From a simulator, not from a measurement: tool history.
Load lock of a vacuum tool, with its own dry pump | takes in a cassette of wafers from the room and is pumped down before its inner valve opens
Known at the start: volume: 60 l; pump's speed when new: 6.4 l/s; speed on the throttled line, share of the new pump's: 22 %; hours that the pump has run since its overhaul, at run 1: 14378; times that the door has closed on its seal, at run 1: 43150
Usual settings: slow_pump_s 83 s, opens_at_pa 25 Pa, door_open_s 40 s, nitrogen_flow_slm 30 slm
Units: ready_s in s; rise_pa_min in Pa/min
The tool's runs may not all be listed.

| run | day | slow_pump_s | opens_at_pa | door_open_s | nitrogen_flow_slm | hours that the pump has run since its overhaul | times that the door has closed on its seal | incoming humidity of the room's air, % | ready_s | rise_pa_min |
|---|---|---|---|---|---|---|---|---|---|---|
| 1 | 0.000 | 83 | 25 | 40 | 30 | 14378 | 43150 | 45.2 | 154.2 | 0.153 |
| 2 | 18.658 | 83 | 25 | 40 | 30 | 14826 | 44685 | 44.7 | 154.8 | 0.164 |
| 3 | 37.092 | 83 | 25 | 40 | 30 | 15269 | 46202 | 45.8 | 154.2 | 0.168 |
| 4 | 52.858 | 83 | 25 | 40 | 30 | 15647 | 47499 | 43.6 | 154.5 | 0.171 |
| 5 | 72.817 | 83 | 25 | 40 | 30 | 16126 | 49140 | 42.5 | 154.3 | 0.181 |
| 6 | 98.500 | 83 | 48 | 40 | 30 | 16742 | 51253 | 45.7 | 149.4 | 0.192 |
| 7 | 114.292 | 83 | 25 | 25 | 30 | 17121 | 52552 | 44.0 | 155.8 | 0.187 |
| 8 | 138.317 | 83 | 25 | 25 | 16 | 17698 | 54528 | 48.1 | 156.8 | 0.212 |
| 9 | 165.508 | 83 | 35 | 25 | 16 | 18351 | 56765 | 43.2 | 154.9 | 0.222 |
| 10 | 186.258 | 83 | 24 | 40 | 30 | 18849 | 58472 | 44.7 | 159.9 | 0.227 |
| 11 | 211.854 | 83 | 24 | 40 | 30 | 19463 | 60578 | 42.7 | 158.8 | 0.226 |
| 12 | 235.817 | 83 | 25 | 40 | 28 | 20038 | 62549 | 42.6 | 158.7 | 0.244 |
| 13 | 256.192 | 83 | 25 | 40 | 30 | 20527 | 64225 | 44.3 | 161.6 | 0.248 |
|  | 268.658 | door's seal changed, seat wiped |
| 14 | 268.658 | 83 | 23 | 89 | 30 | 20825 | 0 | 45.7 | 161.2 | 0.044 |
| 15 | 294.900 | 83 | 23 | 89 | 30 | 21455 | 2159 | 44.5 | 164.9 | 0.040 |
| 16 | 306.946 | 68 | 25 | 197 | 30 | 21744 | 3150 | 44.2 | 152.8 | 0.051 |
| 17 | 332.833 | 68 | 25 | 197 | 30 | 22365 | 5280 | 42.6 | 152.7 | 0.057 |
| 18 | 353.229 | 68 | 25 | 197 | 40 | 22854 | 6957 | 47.0 | 152.7 | 0.054 |
|  | 363.658 | dry pump taken out, an overhauled one fitted |
| 19 | 372.696 | 68 | 25 | 197 | 40 | 217 | 8538 | 46.1 | 131.6 | 0.049 |
| 20 | 383.892 | 95 | 22 | 197 | 4 | 486 | 9459 | 48.8 | 154.9 | 0.108 |
| 21 | 404.846 | 95 | 22 | 197 | 4 | 988 | 11183 | 45.5 | 154.9 | 0.108 |
| 22 | 422.058 | 79 | 22 | 36 | 4 | 1402 | 12599 | 44.4 | 143.4 | 0.067 |
| 23 | 435.450 | 100 | 25 | 40 | 38 | 1723 | 13700 | 46.2 | 158.0 | 0.047 |
| 24 | 449.342 | 100 | 25 | 40 | 38 | 2056 | 14843 | 44.7 | 159.3 | 0.051 |
| 25 | 469.583 | 71 | 25 | 40 | 18 | 2542 | 16508 | 42.1 | 135.7 | 0.061 |
| 26 | 495.708 | 71 | 25 | 40 | 18 | 3169 | 18658 | 42.8 | 136.0 | 0.064 |

Forecast each of these 5 alternatives for the next run:
| A | 509.404 | 122 | 25 | 39 | 18 | 3498 | 19784 | 44.6 | ? | ? |
| B | 509.404 | 84 | 25 | 216 | 30 | 3498 | 19784 | 45.1 | ? | ? |
| C | 509.404 | 83 | 23 | 40 | 28 | 3498 | 19784 | 41.5 | ? | ? |
| D | 509.404 | 83 | 36 | 102 | 21 | 3498 | 19784 | 43.9 | ? | ? |
| E | 509.404 | 82 | 25 | 40 | 18 | 3498 | 19784 | 43.7 | ? | ? |

| run | ready_s | rise_pa_min |
|---|---|---|
| A | 179.3 | 0.070 |
| B | 146.3 | 0.081 |
| C | 148.9 | 0.070 |
| D | 143.8 | 0.083 |
| E | 145.6 | 0.073 |
Without the tool's hidden state the same runs would have given:
| run | ready_s | rise_pa_min |
|---|---|---|
| A | 176.8 | 0.038 |
| B | 143.5 | 0.048 |
| C | 145.9 | 0.037 |
| D | 141.0 | 0.050 |
| E | 142.7 | 0.040 |

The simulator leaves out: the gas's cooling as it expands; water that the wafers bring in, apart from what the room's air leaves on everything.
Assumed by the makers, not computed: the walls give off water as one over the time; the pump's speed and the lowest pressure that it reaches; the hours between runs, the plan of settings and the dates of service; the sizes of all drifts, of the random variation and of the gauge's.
